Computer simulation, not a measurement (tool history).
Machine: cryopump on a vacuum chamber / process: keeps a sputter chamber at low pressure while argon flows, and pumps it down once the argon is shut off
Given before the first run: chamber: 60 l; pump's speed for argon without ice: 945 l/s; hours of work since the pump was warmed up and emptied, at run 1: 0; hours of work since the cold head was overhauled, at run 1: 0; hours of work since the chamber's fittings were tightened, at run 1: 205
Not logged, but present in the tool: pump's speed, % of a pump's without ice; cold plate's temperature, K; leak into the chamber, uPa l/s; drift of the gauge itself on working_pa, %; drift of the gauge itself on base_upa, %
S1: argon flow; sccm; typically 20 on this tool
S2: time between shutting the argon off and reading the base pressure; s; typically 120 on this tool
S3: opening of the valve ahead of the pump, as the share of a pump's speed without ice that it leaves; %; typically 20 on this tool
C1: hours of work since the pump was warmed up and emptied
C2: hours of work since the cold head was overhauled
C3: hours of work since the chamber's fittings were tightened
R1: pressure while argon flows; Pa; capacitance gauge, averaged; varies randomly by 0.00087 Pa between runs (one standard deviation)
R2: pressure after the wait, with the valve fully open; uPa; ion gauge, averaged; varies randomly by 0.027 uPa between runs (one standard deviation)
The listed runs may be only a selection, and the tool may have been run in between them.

run	hour	S1	S2	S3	C1	C2	C3	R1	R2
1	0	20	120	20	0	0	205	0.1796	1.36
2	9	20	120	20	6	6	210	0.1788	1.44
3	25.9	30	120	20	15	15	220	0.2703	1.43
4	45.2	30	120	20	27	27	232	0.269	1.43
5	60	20	120	20	35	35	240	0.1777	1.44
6	71.8	20	120	20	42	42	247	0.1798	1.49
7	89.5	20	250	20	53	53	257	0.18	1.05
8	100.3	20	120	28	59	59	264	0.1283	1.47
9	118.3	20	120	28	69	69	274	0.1266	1.49
10	129.2	20	120	28	76	76	281	0.1289	1.52
11	142.5	20	120	28	84	84	289	0.1277	1.52
12	152.5	17	120	20	89	89	294	0.1518	1.55
13	169.4	20	252	20	99	99	304	0.1807	1.09
14	181.9	20	252	20	107	107	312	0.1799	1.16
15	190.4	20	252	20	112	112	316	0.1805	1.13
16	209.5	20	33	20	123	123	328	0.1784	3.85
17	228.6	34	120	20	134	134	339	0.3065	1.62
18	248.1	34	120	20	145	145	350	0.3059	1.63
19	258.7	34	120	20	152	152	356	0.3036	1.61
20	278	20	193	20	163	163	368	0.1786	1.32
21	295	24	193	31	173	173	378	0.1382	1.38
22	307.7	24	193	31	180	180	385	0.1407	1.34
23	321.3	20	95	27	188	188	393	0.1338	1.92
24	333.4	12	23	20	195	195	400	0.1087	5.29
25	349.9	12	23	20	205	205	410	0.1091	5.16
26	363.5	12	23	20	213	213	418	0.108	5.25
27	372.6	12	23	20	218	218	423	0.1083	5.32
28	392.6	12	23	20	230	230	435	0.1087	5.22
29	408.5	9	182	20	239	239	444	0.0821	1.47
30	426.9	14	141	42	250	250	455	0.0602	1.63
31	443.7	14	20	40	260	260	465	0.0629	6
32	456.3	14	20	40	267	267	472	0.0642	6.23
33	476.4	14	20	40	279	279	484	0.0637	6.07
34	486.7	14	20	40	285	285	490	0.0643	6.04

Pick out some run-to-run changes in R1. Of each, how much would a tool without hidden state show as well, from the settings, what came in and chance, and how much is left for the hidden state and any gauge scatter not in both results compared?
Run 2 -> 3: S1 20 -> 30. R1 +0.0915 Pa: hidden state +0.0001, all else +0.0914.
Run 16 -> 17: S1 20 -> 34, S2 33 -> 120. R1 +0.1281 Pa: hidden state +0.0007, all else +0.1274.
Run 19 -> 20: S1 34 -> 20, S2 120 -> 193. R1 -0.125 Pa: hidden state -0.0008, all else -0.1242.
Run 23 -> 24: S1 20 -> 12, S2 95 -> 23, S3 27 -> 20. R1 -0.0251 Pa: hidden state -0.0005, all else -0.0246.
